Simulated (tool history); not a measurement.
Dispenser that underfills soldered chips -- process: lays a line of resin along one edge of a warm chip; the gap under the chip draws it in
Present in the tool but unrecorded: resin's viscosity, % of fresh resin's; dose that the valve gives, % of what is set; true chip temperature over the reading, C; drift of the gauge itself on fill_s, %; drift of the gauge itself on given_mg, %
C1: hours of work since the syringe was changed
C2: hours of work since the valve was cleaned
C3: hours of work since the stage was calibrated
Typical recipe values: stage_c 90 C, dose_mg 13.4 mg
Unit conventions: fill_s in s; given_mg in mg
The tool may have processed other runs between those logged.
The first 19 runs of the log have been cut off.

{"hour": 170.5, "done": "new syringe of resin"}
{"hour": 179.7, "done": "new syringe of resin"}
{"run": 20, "hour": 181.5, "stage_c": 93, "dose_mg": 14, "C1": 1, "C2": 61, "C3": 322, "fill_s": 66.9, "given_mg": 13.52}
{"run": 21, "hour": 186.9, "stage_c": 80, "dose_mg": 15.1, "C1": 5, "C2": 65, "C3": 326, "fill_s": 125.5, "given_mg": 14.51}
{"hour": 189.2, "done": "new syringe of resin"}
{"run": 22, "hour": 193.7, "stage_c": 93, "dose_mg": 16.5, "C1": 3, "C2": 70, "C3": 331, "fill_s": 71.7, "given_mg": 15.96}
{"hour": 198.1, "done": "new syringe of resin"}
{"run": 23, "hour": 201.9, "stage_c": 87, "dose_mg": 16.9, "C1": 3, "C2": 76, "C3": 337, "fill_s": 85.8, "given_mg": 16.26}
{"hour": 207.0, "done": "new syringe of resin"}
{"run": 24, "hour": 214.1, "stage_c": 104, "dose_mg": 16.1, "C1": 5, "C2": 85, "C3": 346, "fill_s": 53.6, "given_mg": 15.46}
{"hour": 215.9, "done": "new syringe of resin"}
{"run": 25, "hour": 222.4, "stage_c": 102, "dose_mg": 13.7, "C1": 5, "C2": 91, "C3": 352, "fill_s": 56.4, "given_mg": 13.08}
{"hour": 225.0, "done": "new syringe of resin"}
{"run": 26, "hour": 230.4, "stage_c": 85, "dose_mg": 13.3, "C1": 4, "C2": 97, "C3": 357, "fill_s": 97.3, "given_mg": 12.66}
{"hour": 234.2, "done": "new syringe of resin"}
{"run": 27, "hour": 241.8, "stage_c": 85, "dose_mg": 13.3, "C1": 6, "C2": 105, "C3": 366, "fill_s": 105.6, "given_mg": 12.61}
{"hour": 243.8, "done": "new syringe of resin"}
{"run": 28, "hour": 251.6, "stage_c": 76, "dose_mg": 13, "C1": 6, "C2": 112, "C3": 373, "fill_s": 149.4, "given_mg": 12.39}
{"hour": 252.7, "done": "new syringe of resin"}
{"run": 29, "hour": 257.9, "stage_c": 90, "dose_mg": 15.8, "C1": 4, "C2": 117, "C3": 377, "fill_s": 79.8, "given_mg": 14.91}
{"hour": 261.5, "done": "new syringe of resin"}
{"run": 30, "hour": 264.1, "stage_c": 87, "dose_mg": 13.9, "C1": 2, "C2": 121, "C3": 382, "fill_s": 84.9, "given_mg": 13.04}
{"hour": 266.6, "done": "dispensing valve cleaned and set on the balance"}
{"run": 31, "hour": 270.6, "stage_c": 87, "dose_mg": 13.9, "C1": 6, "C2": 3, "C3": 386, "fill_s": 100.4, "given_mg": 13.87}
{"hour": 271.9, "done": "new syringe of resin"}
{"run": 32, "hour": 277.3, "stage_c": 87, "dose_mg": 13.9, "C1": 4, "C2": 8, "C3": 391, "fill_s": 93.5, "given_mg": 13.82}
{"hour": 281.1, "done": "new syringe of resin"}
{"run": 33, "hour": 287.8, "stage_c": 87, "dose_mg": 13.9, "C1": 5, "C2": 16, "C3": 399, "fill_s": 95.3, "given_mg": 13.76}

Predict each of these 4 candidate next runs independently; none follows another, all start after run 33:
{"hour": 290.8, "done": "new syringe of resin"}
{"run": "A", "hour": 298.9, "stage_c": 87, "dose_mg": 12.1, "C1": 6, "C2": 24, "C3": 407, "fill_s": "?", "given_mg": "?"}
{"hour": 290.8, "done": "new syringe of resin"}
{"run": "B", "hour": 298.9, "stage_c": 86, "dose_mg": 13.4, "C1": 6, "C2": 24, "C3": 407, "fill_s": "?", "given_mg": "?"}
{"hour": 290.8, "done": "new syringe of resin"}
{"run": "C", "hour": 298.9, "stage_c": 91, "dose_mg": 13, "C1": 6, "C2": 24, "C3": 407, "fill_s": "?", "given_mg": "?"}
{"hour": 290.8, "done": "new syringe of resin"}
{"run": "D", "hour": 298.9, "stage_c": 82, "dose_mg": 15.8, "C1": 6, "C2": 24, "C3": 407, "fill_s": "?", "given_mg": "?"}

run=A fill_s=104.2 given_mg=11.94
run=B fill_s=104.3 given_mg=13.29
run=C fill_s=88.4 given_mg=12.88
run=D fill_s=117.1 given_mg=15.58
Take away the tool's hidden state, keep each run's random variation, and the runs would have read:
run=A fill_s=72.8 given_mg=12.09
run=B fill_s=72.9 given_mg=13.45
run=C fill_s=61.8 given_mg=13.04
run=D fill_s=81.7 given_mg=15.77
